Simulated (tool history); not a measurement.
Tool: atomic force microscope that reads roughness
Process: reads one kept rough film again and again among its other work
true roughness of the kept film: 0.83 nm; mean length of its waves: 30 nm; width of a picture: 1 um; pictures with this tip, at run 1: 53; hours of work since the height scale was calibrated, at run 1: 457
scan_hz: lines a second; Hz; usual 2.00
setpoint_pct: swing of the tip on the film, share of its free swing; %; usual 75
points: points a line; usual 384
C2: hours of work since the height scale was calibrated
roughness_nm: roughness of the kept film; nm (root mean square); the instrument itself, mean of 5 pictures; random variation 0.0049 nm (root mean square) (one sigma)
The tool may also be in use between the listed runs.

{"run": 1, "day": 0.0, "scan_hz": 2.0, "setpoint_pct": 75, "points": 384, "pictures with this tip": 53, "C2": 457, "roughness_nm": 0.695}
{"run": 2, "day": 0.888, "scan_hz": 2.0, "setpoint_pct": 75, "points": 384, "pictures with this tip": 74, "C2": 470, "roughness_nm": 0.694}
{"run": 3, "day": 2.338, "scan_hz": 2.0, "setpoint_pct": 75, "points": 384, "pictures with this tip": 109, "C2": 490, "roughness_nm": 0.702}
{"run": 4, "day": 4.508, "scan_hz": 2.0, "setpoint_pct": 75, "points": 384, "pictures with this tip": 162, "C2": 520, "roughness_nm": 0.7}
{"run": 5, "day": 6.121, "scan_hz": 2.0, "setpoint_pct": 75, "points": 384, "pictures with this tip": 201, "C2": 542, "roughness_nm": 0.707}
{"run": 6, "day": 7.117, "scan_hz": 2.0, "setpoint_pct": 75, "points": 384, "pictures with this tip": 225, "C2": 556, "roughness_nm": 0.7}
{"run": 7, "day": 8.746, "scan_hz": 2.0, "setpoint_pct": 75, "points": 384, "pictures with this tip": 265, "C2": 578, "roughness_nm": 0.698}
{"run": 8, "day": 10.258, "scan_hz": 2.0, "setpoint_pct": 75, "points": 384, "pictures with this tip": 301, "C2": 599, "roughness_nm": 0.699}
{"day": 11.838, "done": "new tip fitted"}
{"run": 9, "day": 11.933, "scan_hz": 2.0, "setpoint_pct": 75, "points": 384, "pictures with this tip": 2, "C2": 622, "roughness_nm": 0.699}
{"run": 10, "day": 13.217, "scan_hz": 2.0, "setpoint_pct": 75, "points": 384, "pictures with this tip": 34, "C2": 640, "roughness_nm": 0.714}
{"run": 11, "day": 15.042, "scan_hz": 2.0, "setpoint_pct": 75, "points": 384, "pictures with this tip": 78, "C2": 665, "roughness_nm": 0.701}
{"run": 12, "day": 17.083, "scan_hz": 0.55, "setpoint_pct": 75, "points": 384, "pictures with this tip": 127, "C2": 693, "roughness_nm": 0.775}
{"run": 13, "day": 18.271, "scan_hz": 1.21, "setpoint_pct": 88, "points": 761, "pictures with this tip": 156, "C2": 710, "roughness_nm": 0.681}
{"run": 14, "day": 19.542, "scan_hz": 1.21, "setpoint_pct": 88, "points": 761, "pictures with this tip": 187, "C2": 727, "roughness_nm": 0.687}
{"run": 15, "day": 21.625, "scan_hz": 0.63, "setpoint_pct": 62, "points": 761, "pictures with this tip": 237, "C2": 756, "roughness_nm": 0.785}
{"run": 16, "day": 23.379, "scan_hz": 0.63, "setpoint_pct": 62, "points": 761, "pictures with this tip": 280, "C2": 780, "roughness_nm": 0.801}
{"run": 17, "day": 25.146, "scan_hz": 3.38, "setpoint_pct": 75, "points": 580, "pictures with this tip": 323, "C2": 805, "roughness_nm": 0.652}
{"day": 25.8, "done": "new tip fitted"}
{"run": 18, "day": 26.117, "scan_hz": 3.38, "setpoint_pct": 75, "points": 580, "pictures with this tip": 8, "C2": 818, "roughness_nm": 0.648}
{"run": 19, "day": 28.121, "scan_hz": 3.38, "setpoint_pct": 75, "points": 580, "pictures with this tip": 57, "C2": 846, "roughness_nm": 0.648}
{"run": 20, "day": 29.533, "scan_hz": 1.71, "setpoint_pct": 61, "points": 430, "pictures with this tip": 91, "C2": 865, "roughness_nm": 0.774}
{"run": 21, "day": 30.842, "scan_hz": 1.71, "setpoint_pct": 61, "points": 430, "pictures with this tip": 122, "C2": 883, "roughness_nm": 0.761}
{"run": 22, "day": 31.95, "scan_hz": 2.71, "setpoint_pct": 78, "points": 300, "pictures with this tip": 149, "C2": 898, "roughness_nm": 0.651}
{"run": 23, "day": 33.012, "scan_hz": 0.69, "setpoint_pct": 75, "points": 398, "pictures with this tip": 175, "C2": 913, "roughness_nm": 0.767}

5 ways to go on from here, each from the tool as it stands after run 23. What would each give?
{"run": "A", "day": 34.8, "scan_hz": 0.91, "setpoint_pct": 69, "points": 322, "pictures with this tip": 219, "C2": 938, "roughness_nm": "?"}
{"run": "B", "day": 34.8, "scan_hz": 1.96, "setpoint_pct": 89, "points": 1009, "pictures with this tip": 219, "C2": 938, "roughness_nm": "?"}
{"run": "C", "day": 34.8, "scan_hz": 0.7, "setpoint_pct": 60, "points": 1010, "pictures with this tip": 219, "C2": 938, "roughness_nm": "?"}
{"run": "D", "day": 34.8, "scan_hz": 2.56, "setpoint_pct": 75, "points": 552, "pictures with this tip": 219, "C2": 938, "roughness_nm": "?"}
{"run": "E", "day": 34.8, "scan_hz": 2.0, "setpoint_pct": 75, "points": 443, "pictures with this tip": 219, "C2": 938, "roughness_nm": "?"}

run=A roughness_nm=0.769
run=B roughness_nm=0.622
run=C roughness_nm=0.788
run=D roughness_nm=0.687
run=E roughness_nm=0.701
Without the tool's hidden state the same runs would have given:
run=A roughness_nm=0.773
run=B roughness_nm=0.624
run=C roughness_nm=0.792
run=D roughness_nm=0.689
run=E roughness_nm=0.704
